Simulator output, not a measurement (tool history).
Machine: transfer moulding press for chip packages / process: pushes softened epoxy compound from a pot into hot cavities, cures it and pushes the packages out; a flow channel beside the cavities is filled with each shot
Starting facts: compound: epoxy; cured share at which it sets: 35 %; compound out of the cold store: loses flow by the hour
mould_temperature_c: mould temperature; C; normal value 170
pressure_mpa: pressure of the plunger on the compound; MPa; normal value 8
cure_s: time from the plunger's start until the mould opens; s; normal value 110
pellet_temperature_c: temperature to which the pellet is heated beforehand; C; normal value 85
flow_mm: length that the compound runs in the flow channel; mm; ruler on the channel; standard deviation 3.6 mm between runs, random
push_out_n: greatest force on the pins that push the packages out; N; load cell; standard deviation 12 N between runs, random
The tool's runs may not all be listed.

run   hour  mould_temperature_c  pressure_mpa  cure_s  pellet_temperature_c  incoming compound's hours out of the cold store  flow_mm  push_out_n
  1      0                  170             8     110                    85                                             38.5      501         531
  2   16.8                  170          6.08     110                    85                                              8.5      475         821
  3   50.4                  170             8     110                    85                                               24      518        1099
  4   77.7                  170             8     110                    85                                             29.7      504        1149
      87.3  -- cavities cleaned with cleaning compound and waxed
      99.6  -- plunger's sealing rings changed
  5  111.1                  170             8     110                    85                                             30.7      529         828
  6  142.5                  170             8     110                    85                                             18.2      545        1100
  7  156.5                  170             8     110                    85                                             18.8      543        1132
     177.6  -- cavities cleaned with cleaning compound and waxed
  8    184                  170          9.65     110                    85                                             43.7      553         667
  9  203.5                  170          9.65     121                    85                                             44.2      541         803
 10  231.1                  170          9.65     121                    85                                             10.6      601        1004
     263.3  -- cavities cleaned with cleaning compound and waxed
 11  264.9                  170          9.65     121                    85                                             24.8      575         506
 12  284.1                  170          9.65     121                    85                                             20.4      580         770
 13  300.4                  170          9.65     121                    85                                             13.3      600         916
 14  328.3                  170          9.65     121                    85                                               26      575        1029
     349.9  -- cavities cleaned with cleaning compound and waxed
 15  360.4                  171          8.64     130                    92                                             43.2      510         644
 16  390.1                  164          8.48     104                    85                                             17.4      564        1619
 17  423.5                  164          8.24     104                    85                                             22.2      537        1883
     435.7  -- cavities cleaned with cleaning compound and waxed
 18  451.5                  164          7.04     104                    81                                             15.7      508        1339
 19  468.9                  162          7.04     104                    91                                             40.3      478        1734
     484.8  -- plunger's sealing rings changed
 20  485.6                  162          8.86     104                    91                                             47.7      550        1826
 21  502.3                  166          8.86      93                    91                                             29.6      570        1938

What does the tool deliver on the next run?
 22  521.3                  166          8.86      93                    91                                             35.9        ?           ?

{"run 22": {"flow_mm": 556, "push_out_n": 1957}}
With no hidden state in the tool, this same run would have given flow_mm 560 mm, push_out_n 927 N.
